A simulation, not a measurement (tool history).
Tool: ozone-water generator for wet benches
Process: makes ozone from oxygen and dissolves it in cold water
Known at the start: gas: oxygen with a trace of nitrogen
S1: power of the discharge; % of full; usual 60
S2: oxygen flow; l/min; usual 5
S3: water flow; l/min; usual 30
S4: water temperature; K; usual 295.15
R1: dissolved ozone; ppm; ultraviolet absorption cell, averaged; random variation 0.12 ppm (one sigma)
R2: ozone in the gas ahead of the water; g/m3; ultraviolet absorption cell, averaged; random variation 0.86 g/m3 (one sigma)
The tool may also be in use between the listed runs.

| run | hour | S1 | S2 | S3 | S4 | R1 | R2 |
|---|---|---|---|---|---|---|---|
| 1 | 0 | 60 | 5 | 30 | 295.15 | 12.4 | 140.7 |
| 2 | 64.2 | 60 | 5 | 30 | 295.15 | 12.2 | 141.4 |
| 3 | 161.7 | 60 | 5 | 30 | 288.15 | 13.3 | 142.8 |
| 4 | 224.6 | 60 | 5 | 30 | 288.15 | 13.5 | 141.5 |
| 5 | 264.2 | 60 | 5 | 30 | 288.15 | 13.4 | 139 |
| 6 | 352.1 | 60 | 5 | 30 | 288.15 | 13.3 | 140.3 |
|  | 377.9 | contactor cleaned |
| 7 | 432.6 | 60 | 5 | 30 | 295.15 | 12.5 | 140.8 |
| 8 | 523.1 | 60 | 5 | 30 | 295.15 | 12.4 | 139.5 |
| 9 | 618.7 | 78 | 5 | 30 | 295.15 | 14 | 163.1 |
| 10 | 698.8 | 78 | 5 | 30 | 295.15 | 14.1 | 160.9 |
| 11 | 784.6 | 78 | 2.78 | 30 | 296.15 | 13.5 | 231.5 |
| 12 | 872.1 | 59 | 7.71 | 30 | 295.15 | 12 | 105.4 |
| 13 | 936.8 | 52 | 4.34 | 21 | 299.15 | 14.1 | 141.7 |
| 14 | 984.6 | 62 | 4.5 | 21 | 290.15 | 17.7 | 153.5 |
| 15 | 1033 | 62 | 4.5 | 23 | 296.15 | 15.3 | 151 |
| 16 | 1081.1 | 62 | 5.77 | 33 | 296.15 | 11.5 | 130.3 |
| 17 | 1124.4 | 62 | 5.77 | 33 | 296.15 | 11.5 | 129.7 |

4 ways to go on from here, each from the tool as it stands after run 17. What would each give?
| A | 1213.1 | 60 | 3.61 | 35 | 293.15 | ? | ? |
| B | 1213.1 | 62 | 6.25 | 33 | 296.15 | ? | ? |
| C | 1213.1 | 60 | 5 | 21 | 289.15 | ? | ? |
| D | 1213.1 | 60 | 5 | 30 | 295.15 | ? | ? |

| run | R1 | R2 |
|---|---|---|
| A | 11 | 171.7 |
| B | 11.5 | 124.1 |
| C | 17.3 | 141.1 |
| D | 12.6 | 140.1 |
Without the tool's hidden state the same runs would have given:
| run | R1 | R2 |
|---|---|---|
| A | 11 | 171.8 |
| B | 11.5 | 124.2 |
| C | 17.3 | 141.3 |
| D | 12.6 | 140.3 |

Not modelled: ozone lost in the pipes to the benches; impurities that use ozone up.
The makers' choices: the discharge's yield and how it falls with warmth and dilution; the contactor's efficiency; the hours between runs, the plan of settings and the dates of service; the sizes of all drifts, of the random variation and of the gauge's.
